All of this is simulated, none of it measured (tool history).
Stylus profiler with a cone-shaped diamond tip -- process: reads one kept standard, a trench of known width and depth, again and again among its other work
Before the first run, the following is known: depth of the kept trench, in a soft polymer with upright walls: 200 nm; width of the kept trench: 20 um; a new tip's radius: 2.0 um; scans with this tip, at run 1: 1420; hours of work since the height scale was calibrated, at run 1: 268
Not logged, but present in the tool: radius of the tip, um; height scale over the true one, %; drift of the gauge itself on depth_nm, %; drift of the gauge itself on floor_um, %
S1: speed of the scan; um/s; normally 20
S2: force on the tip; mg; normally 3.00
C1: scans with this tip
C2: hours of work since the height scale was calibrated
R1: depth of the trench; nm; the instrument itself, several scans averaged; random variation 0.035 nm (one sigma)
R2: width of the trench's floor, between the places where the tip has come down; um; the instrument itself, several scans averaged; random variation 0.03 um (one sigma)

Run 1, hour 0.0: usual settings; C1 1420; C2 268. Result: R1 202.90 nm, R2 18.10 um.
Run 2, hour 16.8: usual settings; C1 1470; C2 277. Result: R1 202.96 nm, R2 18.03 um.
Run 3, hour 34.7: usual settings; C1 1522; C2 287. Result: R1 202.92 nm, R2 18.11 um.
Run 4, hour 59.4: usual settings but S1 62 um/s; C1 1594; C2 301. Result: R1 202.89 nm, R2 17.89 um.
Run 5, hour 82.3: usual settings but S1 19 um/s; C1 1661; C2 313. Result: R1 202.95 nm, R2 18.06 um.
At hour 85.8: height scale calibrated on a step standard.
Run 6, hour 112.8: usual settings but S1 6 um/s; C1 1748; C2 15. Result: R1 202.93 nm, R2 18.12 um.
Run 7, hour 145.7: usual settings but S1 6 um/s; C1 1844; C2 33. Result: R1 202.88 nm, R2 18.13 um.
Run 8, hour 170.9: usual settings but S2 1.89 mg; C1 1918; C2 47. Result: R1 202.06 nm, R2 18.05 um.
Run 9, hour 195.6: usual settings but S1 21 um/s, S2 3.22 mg; C1 1990; C2 60. Result: R1 202.99 nm, R2 18.04 um.
Run 10, hour 216.3: usual settings but S1 29 um/s, S2 2.73 mg; C1 2051; C2 72. Result: R1 202.68 nm, R2 18.02 um.
At hour 221.1: height scale calibrated on a step standard, once more.
Run 11, hour 239.8: usual settings but S1 29 um/s, S2 2.73 mg; C1 2118; C2 10. Result: R1 202.85 nm, R2 18.00 um.
Run 12, hour 268.6: usual settings but S1 8 um/s, S2 1.77 mg; C1 2202; C2 26. Result: R1 202.15 nm, R2 18.07 um.
Run 13, hour 295.9: usual settings but S1 8 um/s, S2 1.77 mg; C1 2281; C2 41. Result: R1 202.05 nm, R2 18.05 um.
Run 14, hour 312.1: usual settings but S1 8 um/s, S2 2.61 mg; C1 2329; C2 50. Result: R1 202.69 nm, R2 18.03 um.
Run 15, hour 331.7: usual settings but S1 8 um/s, S2 2.61 mg; C1 2386; C2 61. Result: R1 202.76 nm, R2 18.03 um.

Here are 4 independent what-if runs from the current tool condition. What would each one return?
Run A, hour 360.9: usual settings but S1 18 um/s, S2 1.02 mg; C1 2471; C2 77. Result: R1 ?, R2 ?.
Run B, hour 360.9: usual settings but S1 8 um/s, S2 1.98 mg; C1 2471; C2 77. Result: R1 ?, R2 ?.
Run C, hour 360.9: usual settings but S1 10 um/s, S2 2.52 mg; C1 2471; C2 77. Result: R1 ?, R2 ?.
Run D, hour 360.9: usual settings but S2 2.61 mg; C1 2471; C2 77. Result: R1 ?, R2 ?.

run      R1     R2
  A  201.47  17.94
  B  202.23  18.12
  C  202.59  18.07
  D  202.70  18.03
With the hidden condition removed and each run's random variation left untouched, the same runs would have given:
run      R1     R2
  A  201.51  18.11
  B  202.28  18.28
  C  202.63  18.24
  D  202.75  18.19
